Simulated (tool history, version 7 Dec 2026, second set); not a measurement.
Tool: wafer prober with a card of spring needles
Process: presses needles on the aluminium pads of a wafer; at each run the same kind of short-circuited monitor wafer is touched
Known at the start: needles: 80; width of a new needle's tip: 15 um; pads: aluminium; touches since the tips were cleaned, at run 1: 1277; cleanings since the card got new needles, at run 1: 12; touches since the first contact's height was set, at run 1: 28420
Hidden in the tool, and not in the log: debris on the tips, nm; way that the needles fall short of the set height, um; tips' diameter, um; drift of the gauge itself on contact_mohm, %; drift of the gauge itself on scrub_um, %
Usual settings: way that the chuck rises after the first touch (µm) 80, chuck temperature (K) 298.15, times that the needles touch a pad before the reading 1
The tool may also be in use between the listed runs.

run,hour,way that the chuck rises after the first touch (µm),chuck temperature (K),times that the needles touch a pad before the reading,touches since the tips were cleaned,cleanings since the card got new needles,touches since the first contact's height was set,resistance of one needle with its contact and lead (mohm),way that a needle slides on the pad (µm)
1,0.0,80,298.15,1,1277,12,28420,213,18.94
# hour 2.5: tips cleaned on abrasive film
# hour 9.4: tips cleaned on abrasive film
# hour 16.3: tips cleaned on abrasive film
2,16.8,80,298.15,1,150,15,34099,203,18.75
# hour 22.9: tips cleaned on abrasive film
3,26.4,80,298.15,1,1192,16,37389,215,18.83
# hour 29.1: tips cleaned on abrasive film
# hour 35.2: tips cleaned on abrasive film
4,38.9,80,298.15,1,1277,18,41638,212,18.57
# hour 41.7: tips cleaned on abrasive film
# hour 48.7: tips cleaned on abrasive film
# hour 55.1: tips cleaned on abrasive film
# hour 61.8: tips cleaned on abrasive film
5,62.0,80,298.15,1,70,22,49467,205,18.64
# hour 67.6: tips cleaned on abrasive film
# hour 74.1: tips cleaned on abrasive film
# hour 80.4: tips cleaned on abrasive film
6,84.0,80,298.15,1,1222,25,56948,213,18.61
# hour 86.6: tips cleaned on abrasive film
# hour 93.0: tips cleaned on abrasive film, once more
# hour 98.7: tips cleaned on abrasive film
7,98.7,80,298.15,1,0,28,61929,205,18.57
# hour 105.6: tips cleaned on abrasive film
# hour 112.4: tips cleaned on abrasive film
# hour 118.8: tips cleaned on abrasive film
8,121.2,80,362.15,1,838,31,69584,224,18.31
# hour 124.6: tips cleaned on abrasive film
# hour 131.4: tips cleaned on abrasive film
9,134.5,80,357.15,1,1048,33,74098,225,18.49
# hour 138.2: tips cleaned on abrasive film
# hour 144.7: tips cleaned on abrasive film
# hour 151.1: tips cleaned on abrasive film
10,152.0,80,357.15,1,315,36,80037,223,18.25
# hour 157.4: tips cleaned on abrasive film
11,161.4,80,357.15,1,1366,37,83248,230,18.13
# hour 164.0: tips cleaned on abrasive film
# hour 170.9: tips cleaned on abrasive film
12,175.8,80,357.15,1,1671,39,88138,227,18.50
# hour 177.2: tips cleaned on abrasive film
# hour 183.5: tips cleaned on abrasive film
# hour 190.4: tips cleaned on abrasive film
13,191.0,77,298.15,1,188,42,93281,208,17.38
# hour 196.2: tips cleaned on abrasive film
14,200.6,77,376.15,1,1524,43,96568,239,17.22
# hour 202.1: tips cleaned on abrasive film
# hour 207.7: tips cleaned on abrasive film
# hour 214.3: tips cleaned on abrasive film
# hour 220.8: tips cleaned on abrasive film
15,223.0,77,376.15,1,742,47,104142,232,17.28
# hour 226.7: tips cleaned on abrasive film
# hour 233.3: tips cleaned on abrasive film
16,238.4,77,376.15,1,1757,49,109392,234,17.48
# hour 239.9: tips cleaned on abrasive film
# hour 246.4: tips cleaned on abrasive film
17,248.7,77,376.15,1,796,51,112902,228,17.09
# hour 252.8: tips cleaned on abrasive film
# hour 259.7: tips cleaned on abrasive film
18,264.6,77,298.15,1,1701,53,118297,219,16.94
# hour 266.0: tips cleaned on abrasive film
# hour 272.5: tips cleaned on abrasive film
19,277.8,95,314.15,1,1808,55,122786,215,21.60
# hour 279.3: tips cleaned on abrasive film
# hour 286.2: tips cleaned on abrasive film
# hour 292.6: tips cleaned on abrasive film
20,294.5,73,310.15,2,650,58,128453,214,16.29
# hour 299.5: tips cleaned on abrasive film
# hour 305.9: tips cleaned on abrasive film
21,306.0,72,367.15,2,37,60,132338,221,15.95
# hour 311.5: tips cleaned on abrasive film
# hour 318.2: tips cleaned on abrasive film
22,321.2,80,343.15,1,1051,62,137524,225,17.92
# hour 324.7: tips cleaned on abrasive film
# hour 331.5: tips cleaned on abrasive film
# hour 338.3: tips cleaned on abrasive film
23,338.3,82,298.15,1,0,65,143315,203,18.18
# hour 344.8: tips cleaned on abrasive film
# hour 351.4: tips cleaned on abrasive film
# hour 358.2: tips cleaned on abrasive film
24,360.6,78,391.15,2,807,68,150897,232,17.17
# hour 364.4: tips cleaned on abrasive film
# hour 370.5: tips cleaned on abrasive film
# hour 376.8: tips cleaned on abrasive film
# hour 383.3: tips cleaned on abrasive film
25,383.6,78,391.15,2,133,72,158723,227,17.02
# hour 389.8: tips cleaned on abrasive film
# hour 396.0: tips cleaned on abrasive film
# hour 402.3: tips cleaned on abrasive film
26,405.4,75,302.15,1,1061,75,166120,217,16.12
# hour 409.0: tips cleaned on abrasive film
# hour 415.4: tips cleaned on abrasive film
# hour 421.8: tips cleaned on abrasive film
27,423.3,98,306.15,1,529,78,172211,213,21.39

Forecast run 28:
# hour 428.4: tips cleaned on abrasive film
# hour 435.2: tips cleaned on abrasive film
28,436.8,98,306.15,1,546,80,176779,?,?

{"run 28": {"resistance of one needle with its contact and lead (mohm)": 211, "way that a needle slides on the pad (µm)": 21.47}}
Without the tool's hidden state the same run would have given resistance of one needle with its contact and lead (mohm) 205, way that a needle slides on the pad (µm) 23.32.

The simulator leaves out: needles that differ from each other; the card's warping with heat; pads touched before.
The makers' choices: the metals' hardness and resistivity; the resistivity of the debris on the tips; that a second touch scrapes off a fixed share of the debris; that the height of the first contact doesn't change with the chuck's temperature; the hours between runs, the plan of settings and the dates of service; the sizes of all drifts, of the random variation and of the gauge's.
